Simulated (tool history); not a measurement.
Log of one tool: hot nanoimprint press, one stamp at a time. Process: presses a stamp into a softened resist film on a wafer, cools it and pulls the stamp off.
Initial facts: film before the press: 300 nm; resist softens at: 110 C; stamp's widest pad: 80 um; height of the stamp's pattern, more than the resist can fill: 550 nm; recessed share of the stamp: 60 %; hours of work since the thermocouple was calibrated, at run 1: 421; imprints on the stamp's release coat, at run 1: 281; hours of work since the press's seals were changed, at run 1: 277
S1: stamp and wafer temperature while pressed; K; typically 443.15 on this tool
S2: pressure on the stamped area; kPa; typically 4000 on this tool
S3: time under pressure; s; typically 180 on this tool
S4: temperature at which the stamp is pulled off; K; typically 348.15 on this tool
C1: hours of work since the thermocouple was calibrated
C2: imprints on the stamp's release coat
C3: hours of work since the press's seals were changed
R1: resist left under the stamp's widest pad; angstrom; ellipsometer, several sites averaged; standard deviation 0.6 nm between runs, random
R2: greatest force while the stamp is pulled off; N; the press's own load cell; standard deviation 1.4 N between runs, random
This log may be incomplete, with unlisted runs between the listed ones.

run,hour,S1,S2,S3,S4,C1,C2,C3,R1,R2
1,0,443.15,4000,180,348.15,421,281,277,1176,238
2,16.9,443.15,4000,180,348.15,430,355,287,1183,239
3,25,443.15,4000,180,348.15,435,390,291,1176,241
4,36.2,443.15,4000,180,348.15,442,439,298,1188,241
5,51.3,443.15,4000,180,346.15,450,505,307,1181,250
6,61.8,443.15,4000,180,346.15,457,551,313,1187,252
# hour 67.7: plate thermocouple calibrated
7,80.9,443.15,4000,180,351.15,8,621,322,1095,220
8,94.8,443.15,4000,180,351.15,16,681,330,1096,221
9,112.5,443.15,4000,180,351.15,26,759,340,1096,224
10,126.6,443.15,4000,180,351.15,34,820,349,1101,224
11,140,438.15,4000,180,348.15,42,878,356,1408,243
12,155.3,446.15,5220,137,340.15,51,945,365,952,289
# hour 176.5: stamp cleaned and given a new release coat
13,179.4,436.15,5180,138,346.15,61,13,376,1568,235
14,194.1,432.15,4470,162,346.15,70,77,384,1881,237
15,211.1,432.15,3280,162,336.15,80,151,394,2027,290
16,224.7,447.15,3620,180,348.15,88,210,402,956,229
17,240.2,447.15,3620,180,348.15,97,278,411,967,230
18,257,449.15,3320,180,348.15,107,351,421,902,235
19,270.5,449.15,4000,262,351.15,114,410,429,706,219
20,281.5,455.15,2670,127,340.15,121,458,435,890,278
21,295.1,453.15,4210,180,348.15,129,517,443,667,238

Some steps in R1, run to run, broken into two amounts with sign: the step expected even without the hidden condition (settings, incoming material, random variation), and the rest, left for the hidden condition together with whatever gauge scatter is not in both the measured and the hidden-condition-free result:
The tool's hidden condition here consists of: true temperature over the reading, C; pressure that arrives at the usual setting, %; grip of the stamp's worn release coat, % over a new coat's; drift of the gauge itself on residual_nm, %; drift of the gauge itself on pull_off_n, %.
Run 6 -> 7: S4 346.15 -> 351.15, plate thermocouple calibrated. R1 -92 angstrom: hidden state -92, all else +0.
Run 12 -> 13: S1 446.15 -> 436.15, S2 5220 -> 5180, S3 137 -> 138, S4 340.15 -> 346.15, stamp cleaned and given a new release coat. R1 +616 angstrom: hidden state +12, all else +604.
Run 15 -> 16: S1 432.15 -> 447.15, S2 3280 -> 3620, S3 162 -> 180, S4 336.15 -> 348.15. R1 -1071 angstrom: hidden state -9, all else -1062.
